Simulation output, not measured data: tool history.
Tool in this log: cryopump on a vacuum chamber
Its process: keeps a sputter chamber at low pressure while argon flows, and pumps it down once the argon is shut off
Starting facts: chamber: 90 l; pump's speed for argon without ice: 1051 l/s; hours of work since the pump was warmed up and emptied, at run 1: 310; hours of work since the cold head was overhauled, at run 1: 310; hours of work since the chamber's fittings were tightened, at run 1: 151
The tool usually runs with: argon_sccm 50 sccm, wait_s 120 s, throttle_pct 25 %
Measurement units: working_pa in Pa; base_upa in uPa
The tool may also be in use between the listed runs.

run     day  argon_sccm  wait_s  throttle_pct  hours of work since the pump was warmed up and emptied  hours of work since the cold head was overhauled  hours of work since the chamber's fittings were tightened  working_pa  base_upa
  1   0.000          50     120            25                                                     310                                               310                                                        151      0.3284      1.78
  2   2.700          50     120            25                                                     359                                               359                                                        200      0.3340      1.95
  3   3.971          50     120            25                                                     381                                               381                                                        223      0.3335      2.06
  4   6.688          50     120            25                                                     430                                               430                                                        271      0.3348      2.21
  5   9.371          70     120            25                                                     478                                               478                                                        319      0.4721      2.38
  6  11.071          70     120            25                                                     509                                               509                                                        350      0.4751      2.48
  7  13.492          70     114            25                                                     552                                               552                                                        393      0.4774      2.72
  8  15.588          24     114            54                                                     589                                               589                                                        430      0.0814      2.82
  9  16.908          26     120            26                                                     613                                               613                                                        454      0.1710      2.99
 10  18.642          26     120            26                                                     644                                               644                                                        485      0.1725      3.06
 11  20.929          21     120            19                                                     685                                               685                                                        526      0.1879      3.24
 12  23.588          50     120            44                                                     732                                               732                                                        574      0.2109      3.43
 13  25.642          50     120            44                                                     769                                               769                                                        610      0.2139      3.63
 14  28.117          91     204            17                                                     814                                               814                                                        655      0.9158      3.45

Consider 4 possible next runs. They are alternatives, not a sequence: every one starts from the tool as it was left by run 14. What does each give?
  A  30.429          50      48            29                                                     855                                               855                                                        696           ?         ?
  B  30.429          91      22            32                                                     855                                               855                                                        696           ?         ?
  C  30.429          27      55            44                                                     855                                               855                                                        696           ?         ?
  D  30.429          51     208            21                                                     855                                               855                                                        696           ?         ?

run  working_pa  base_upa
  A      0.3134      5.57
  B      0.5200      8.57
  C      0.1178      5.29
  D      0.4256      3.62
Without the tool's hidden state the same runs would have given:
run  working_pa  base_upa
  A      0.2788      2.81
  B      0.4573      5.79
  C      0.0991      2.50
  D      0.3905      0.86
